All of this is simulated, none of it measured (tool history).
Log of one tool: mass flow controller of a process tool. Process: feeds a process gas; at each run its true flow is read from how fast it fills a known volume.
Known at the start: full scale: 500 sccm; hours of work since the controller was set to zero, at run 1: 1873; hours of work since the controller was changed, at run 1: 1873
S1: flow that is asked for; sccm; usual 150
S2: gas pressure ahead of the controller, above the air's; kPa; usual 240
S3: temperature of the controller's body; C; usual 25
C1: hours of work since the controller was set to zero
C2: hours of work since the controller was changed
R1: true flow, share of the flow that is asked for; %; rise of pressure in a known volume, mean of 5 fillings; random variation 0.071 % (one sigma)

run 1 day=0.000 | S1=150 S2=240 S3=25 | C1=1873 C2=1873 | R1=100.37
run 2 day=2.012 | S1=150 S2=240 S3=25 | C1=1896 C2=1896 | R1=100.32
run 3 day=5.708 | S1=214 S2=240 S3=25 | C1=1938 C2=1938 | R1=100.08
run 4 day=8.421 | S1=214 S2=240 S3=25 | C1=1969 C2=1969 | R1=100.24
run 5 day=11.796 | S1=150 S2=240 S3=25 | C1=2007 C2=2007 | R1=100.38
run 6 day=13.650 | S1=150 S2=162 S3=25 | C1=2028 C2=2028 | R1=100.64
run 7 day=17.558 | S1=150 S2=162 S3=25 | C1=2073 C2=2073 | R1=100.86
run 8 day=20.917 | S1=150 S2=162 S3=25 | C1=2111 C2=2111 | R1=100.57
run 9 day=23.771 | S1=150 S2=162 S3=25 | C1=2143 C2=2143 | R1=100.74
run 10 day=27.408 | S1=150 S2=240 S3=25 | C1=2185 C2=2185 | R1=100.45
run 11 day=30.146 | S1=150 S2=240 S3=25 | C1=2216 C2=2216 | R1=100.50
run 12 day=34.250 | S1=150 S2=240 S3=25 | C1=2262 C2=2262 | R1=100.43
run 13 day=36.417 | S1=150 S2=240 S3=25 | C1=2287 C2=2287 | R1=100.53
run 14 day=40.229 | S1=150 S2=240 S3=25 | C1=2330 C2=2330 | R1=100.36
-- day=40.479 controller's zero set anew
run 15 day=43.212 | S1=150 S2=244 S3=27 | C1=31 C2=2364 | R1=101.07
run 16 day=45.367 | S1=150 S2=199 S3=33 | C1=56 C2=2388 | R1=100.92
run 17 day=48.746 | S1=74 S2=272 S3=25 | C1=94 C2=2427 | R1=102.41
run 18 day=52.325 | S1=74 S2=272 S3=21 | C1=135 C2=2467 | R1=102.54
run 19 day=55.196 | S1=74 S2=272 S3=21 | C1=167 C2=2500 | R1=102.71
run 20 day=57.312 | S1=413 S2=240 S3=31 | C1=191 C2=2524 | R1=100.44
run 21 day=59.121 | S1=265 S2=153 S3=31 | C1=212 C2=2545 | R1=100.78
-- day=62.438 controller's zero set anew, once more
run 22 day=63.117 | S1=150 S2=212 S3=30 | C1=8 C2=2590 | R1=99.70
run 23 day=66.596 | S1=214 S2=250 S3=30 | C1=47 C2=2629 | R1=99.74
run 24 day=68.271 | S1=71 S2=197 S3=26 | C1=66 C2=2648 | R1=99.88
run 25 day=72.396 | S1=292 S2=186 S3=22 | C1=113 C2=2695 | R1=100.16
run 26 day=75.521 | S1=292 S2=144 S3=22 | C1=149 C2=2731 | R1=100.37

3 ways to go on from here, each from the tool as it stands after run 26. What would each give?
run A day=78.142 | S1=150 S2=240 S3=26 | C1=178 C2=2760 | R1=?
run B day=78.142 | S1=294 S2=248 S3=22 | C1=178 C2=2760 | R1=?
run C day=78.142 | S1=465 S2=231 S3=37 | C1=178 C2=2760 | R1=?

run=A R1=99.78
run=B R1=99.91
run=C R1=99.88
Without the tool's hidden state the same runs would have given:
run=A R1=99.38
run=B R1=99.55
run=C R1=99.53
